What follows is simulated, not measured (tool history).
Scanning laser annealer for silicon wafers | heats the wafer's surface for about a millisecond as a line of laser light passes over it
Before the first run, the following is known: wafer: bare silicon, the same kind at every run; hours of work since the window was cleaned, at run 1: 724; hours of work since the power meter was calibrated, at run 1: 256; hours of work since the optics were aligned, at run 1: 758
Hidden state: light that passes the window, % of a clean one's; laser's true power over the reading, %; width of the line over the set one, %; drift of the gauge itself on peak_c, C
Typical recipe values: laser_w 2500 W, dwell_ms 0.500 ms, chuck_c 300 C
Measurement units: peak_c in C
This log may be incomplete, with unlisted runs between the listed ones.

run   hour  laser_w  dwell_ms  chuck_c  hours of work since the window was cleaned  hours of work since the power meter was calibrated  hours of work since the optics were aligned  peak_c
  1    0.0     2500     0.500      300                                         724                                                 256                                          758    1020
       9.3  -- optics aligned, line set to its width
  2   28.0     2500     0.398      300                                         740                                                 272                                           13     935
  3   59.1     2500     0.350      300                                         762                                                 294                                           35     890
  4   76.2     2500     0.500      300                                         774                                                 306                                           47    1010
  5   93.9     2500     0.500      300                                         786                                                 319                                           59    1012
  6  125.6     2500     0.500      300                                         809                                                 341                                           82    1010
  7  142.7     2500     0.500      280                                         821                                                 353                                           94     990
  8  175.6     2570     0.500      280                                         844                                                 376                                          117    1014
     199.7  -- optics aligned, line set to its width, once more
  9  203.6     2500     0.500      300                                         860                                                 392                                            3    1034
 10  224.8     2500     0.500      307                                         875                                                 407                                           18    1038
 11  257.5     2167     0.500      307                                         898                                                 430                                           41     906
 12  280.4     2500     0.403      300                                         914                                                 446                                           57     948
 13  299.3     2500     0.403      300                                         927                                                 459                                           70     943
 14  330.4     2462     0.500      300                                         949                                                 481                                           92    1011
 15  355.0     2462     0.500      300                                         966                                                 499                                          109    1009
     362.6  -- window over the wafer cleaned
 16  380.1     2500     0.500      293                                          12                                                 515                                          125    1075
 17  395.3     2228     0.406      300                                          23                                                 525                                          136     900
 18  411.7     2619     0.567      300                                          34                                                 537                                          147    1187
 19  429.7     2399     0.352      284                                          47                                                 550                                          160     891
 20  460.3     2712     0.462      296                                          69                                                 571                                          182    1124
 21  482.1     2712     0.487      260                                          84                                                 587                                          197    1106
 22  502.7     2712     0.487      260                                          98                                                 601                                          211    1107
 23  536.1     2712     0.487      260                                         122                                                 624                                          235    1109
 24  561.1     2501     0.386      298                                         139                                                 642                                          252     967
 25  591.5     2500     0.571      300                                         161                                                 663                                          274    1127
 26  607.8     2729     0.584      291                                         172                                                 675                                          285    1227
 27  625.5     2729     0.584      291                                         185                                                 687                                          298    1229
 28  655.6     2546     0.506      296                                         206                                                 708                                          319    1084
 29  688.6     2625     0.534      300                                         229                                                 732                                          342    1144
 30  710.0     2625     0.534      300                                         244                                                 747                                          357    1140
 31  738.2     2500     0.496      300                                         264                                                 766                                          377    1060

Measured less the same run without the tool's hidden state. The same run-to-run variation is in both; the gauge's scatter may not be:
run  peak_c
  1     -72
  2     -67
  3     -64
  4     -79
  5     -80
  6     -82
  7     -84
  8     -89
  9     -61
 10     -63
 11     -54
 12     -59
 13     -59
 14     -68
 15     -69
 16     -12
 17      -9
 18     -16
 19     -12
 20     -17
 21     -20
 22     -22
 23     -23
 24     -20
 25     -27
 26     -32
 27     -33
 28     -31
 29     -34
 30     -36
 31     -34
